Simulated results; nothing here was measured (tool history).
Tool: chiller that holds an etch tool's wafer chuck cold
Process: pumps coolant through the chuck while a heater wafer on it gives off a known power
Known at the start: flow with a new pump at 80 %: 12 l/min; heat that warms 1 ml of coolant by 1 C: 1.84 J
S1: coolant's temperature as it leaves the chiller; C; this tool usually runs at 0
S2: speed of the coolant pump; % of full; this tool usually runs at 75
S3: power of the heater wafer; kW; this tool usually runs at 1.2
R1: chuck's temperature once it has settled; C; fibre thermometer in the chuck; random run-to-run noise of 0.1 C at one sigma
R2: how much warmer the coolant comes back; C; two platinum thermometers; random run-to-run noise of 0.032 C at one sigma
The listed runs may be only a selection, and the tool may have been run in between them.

run     day  S1  S2     S3    R1    R2
  1       0   0  75    1.2  10.4  3.51
  2   1.183   0  75    1.2  10.5  3.46
  3   2.508   0  91    1.2   8.8  2.76
  4   3.558   0  89    1.2   8.9  2.89
  5   4.208   0  89    1.2   8.8  2.88
  6   5.196   0  75    1.2  10.4  3.44
  7   5.958   0  75    1.2  10.5  3.54
  8   6.529   0  75    1.2  10.7   3.5
  9   7.538   0  75    1.2  10.4  3.54
 10   8.833   0  75    1.2  10.3  3.54
 11   9.738   0  75    1.2  10.6  3.53
 12  10.479   0  75    1.2  10.6  3.48
 13  11.225   0  75    1.2  10.4  3.51
 14  11.879   0  75    1.2  10.4  3.54
 15  12.871   0  75    1.2  10.4  3.52
 16  14.062   3  75    1.2  13.4  3.54
 17  15.017   3  75    1.2  13.7  3.49
 18  15.792  10  62    1.2  22.7  4.36
 19  16.921  -8  90    1.2   0.9  2.82
 20    18.2   0  69  0.958   9.3  3.11
 21  19.383   0  99  0.958   6.5  1.99
 22  20.312   3  93  1.462  13.5  3.37
 23  21.604  -7  85   1.56   5.2  3.92
 24  22.292  -7  67  0.887   1.6  2.93
 25  23.196   8  66  0.993  17.9  3.37
 26  24.096   0  75  0.676   5.9     2
 27   25.25   0  68  0.891   8.5  2.93
 28  26.383   0  88   1.34  10.2  3.31
 29  27.304   0  88   1.34  10.4  3.27

Here are 5 independent what-if runs from the current tool condition. What would each one return?
  A  27.896   0  88  1.019   ?   ?
  B  27.896  -8  78  1.444   ?   ?
  C  27.896   9  65   1.76   ?   ?
  D  27.896  -1  98  1.408   ?   ?
  E  27.896   0  80    1.2   ?   ?

run    R1    R2
  A   7.6  2.52
  B   4.2  4.05
  C  26.6  6.13
  D   8.7  3.13
  E   9.9  3.21
The same runs, with their run-to-run variation unchanged, on a tool lacking any hidden condition would have given:
run    R1    R2
  A   7.2  2.52
  B   3.6  4.04
  C  25.7  6.12
  D   8.2  3.13
  E   9.4  3.21
